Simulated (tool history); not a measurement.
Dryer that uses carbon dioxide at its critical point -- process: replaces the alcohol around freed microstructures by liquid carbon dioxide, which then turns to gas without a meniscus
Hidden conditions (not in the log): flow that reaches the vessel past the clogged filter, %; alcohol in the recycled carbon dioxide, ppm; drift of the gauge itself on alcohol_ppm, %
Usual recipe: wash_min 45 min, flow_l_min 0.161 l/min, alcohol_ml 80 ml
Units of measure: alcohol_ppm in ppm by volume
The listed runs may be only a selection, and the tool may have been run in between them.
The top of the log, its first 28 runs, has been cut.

run,hour,wash_min,flow_l_min,alcohol_ml,hours of work since the filter was changed,hours of work since the purifier's bed was changed,alcohol_ppm
29,325.3,27,0.122,88,54,710,8983
30,334.4,27,0.122,88,60,717,9052
31,346.8,27,0.122,88,69,725,8664
32,354.8,27,0.122,88,75,731,8966
33,369.4,27,0.122,88,85,742,9012
34,377.7,48,0.177,80,91,748,380
35,386.9,48,0.177,80,98,754,379
36,393.9,48,0.177,80,103,759,399
37,407.5,45,0.161,80,112,769,710
38,417.6,45,0.161,80,120,776,760
# hour 421.6: purifier's bed changed
39,429.4,45,0.161,80,126,6,551
40,441.8,45,0.225,90,135,14,82
41,456.3,30,0.135,28,145,25,1908
42,465.9,49,0.24,95,152,32,40
43,481.4,48,0.158,31,163,43,195

What if the next run were any one of these 5? Each begins from the tool's condition after run 43:
A,495.2,27,0.152,68,173,53,?
B,495.2,31,0.161,59,173,53,?
C,495.2,48,0.204,34,173,53,?
D,495.2,28,0.134,31,173,53,?
E,495.2,48,0.116,97,173,53,?

run,alcohol_ppm
A,4501
B,2098
C,58
D,2628
E,2448
Without the tool's hidden state the same runs would have given:
run,alcohol_ppm
A,3324
B,1448
C,23
D,1991
E,1635
